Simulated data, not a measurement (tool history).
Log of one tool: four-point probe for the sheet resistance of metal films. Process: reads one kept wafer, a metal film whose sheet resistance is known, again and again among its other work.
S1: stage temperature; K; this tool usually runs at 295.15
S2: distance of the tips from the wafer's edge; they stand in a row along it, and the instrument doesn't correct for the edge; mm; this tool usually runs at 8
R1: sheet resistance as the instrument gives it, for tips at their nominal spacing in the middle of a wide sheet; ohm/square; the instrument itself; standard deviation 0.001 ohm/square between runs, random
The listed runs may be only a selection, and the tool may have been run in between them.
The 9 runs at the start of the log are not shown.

Run 10, hour 388.8: usual settings but S1 302.15 K. Result: R1 5.116075 ohm/square.
Run 11, hour 460.5: usual settings but S1 302.15 K. Result: R1 5.117972 ohm/square.
Run 12, hour 517.9: usual settings. Result: R1 5.109651 ohm/square.
Run 13, hour 552.7: usual settings. Result: R1 5.107903 ohm/square.
Run 14, hour 597.9: usual settings. Result: R1 5.108157 ohm/square.
Run 15, hour 658.6: usual settings. Result: R1 5.108783 ohm/square.
Run 16, hour 726.3: usual settings. Result: R1 5.108394 ohm/square.
Run 17, hour 765.9: usual settings. Result: R1 5.108823 ohm/square.
Run 18, hour 819.4: usual settings but S1 294.15 K, S2 18 mm. Result: R1 5.099238 ohm/square.
Run 19, hour 869.0: usual settings but S2 44 mm. Result: R1 5.097786 ohm/square.
Run 20, hour 924.8: usual settings but S2 44 mm. Result: R1 5.099810 ohm/square.
Run 21, hour 980.5: usual settings but S1 306.15 K. Result: R1 5.118941 ohm/square.
Run 22, hour 1029.1: usual settings but S1 301.15 K, S2 60 mm. Result: R1 5.102691 ohm/square.
Run 23, hour 1088.5: usual settings but S1 301.15 K, S2 60 mm. Result: R1 5.103132 ohm/square.
Run 24, hour 1122.4: usual settings but S1 296.15 K, S2 43 mm. Result: R1 5.098592 ohm/square.
Run 25, hour 1167.8: usual settings but S1 302.15 K, S2 32 mm. Result: R1 5.104896 ohm/square.
Run 26, hour 1199.6: usual settings but S1 293.15 K, S2 6 mm. Result: R1 5.113657 ohm/square.
Run 27, hour 1258.4: usual settings but S1 302.15 K, S2 13 mm. Result: R1 5.109102 ohm/square.
Run 28, hour 1314.8: usual settings but S2 26 mm. Result: R1 5.097922 ohm/square.
Run 29, hour 1352.6: usual settings but S1 303.15 K, S2 26 mm. Result: R1 5.106668 ohm/square.
Run 30, hour 1392.5: usual settings but S1 303.15 K, S2 26 mm. Result: R1 5.105965 ohm/square.
Run 31, hour 1441.4: usual settings but S1 303.15 K, S2 26 mm. Result: R1 5.105236 ohm/square.

Forecast each of these 3 alternatives for the next run:
Run A, hour 1480.9: usual settings but S1 302.15 K, S2 4 mm. Result: R1 ?.
Run B, hour 1480.9: usual settings but S1 298.15 K, S2 38 mm. Result: R1 ?.
Run C, hour 1480.9: usual settings but S1 292.15 K, S2 13 mm. Result: R1 ?.

run        R1
  A  5.146548
  B  5.100459
  C  5.095993
Without the tool's unlogged condition, the same runs would have read:
run        R1
  A  5.152003
  B  5.105786
  C  5.101182

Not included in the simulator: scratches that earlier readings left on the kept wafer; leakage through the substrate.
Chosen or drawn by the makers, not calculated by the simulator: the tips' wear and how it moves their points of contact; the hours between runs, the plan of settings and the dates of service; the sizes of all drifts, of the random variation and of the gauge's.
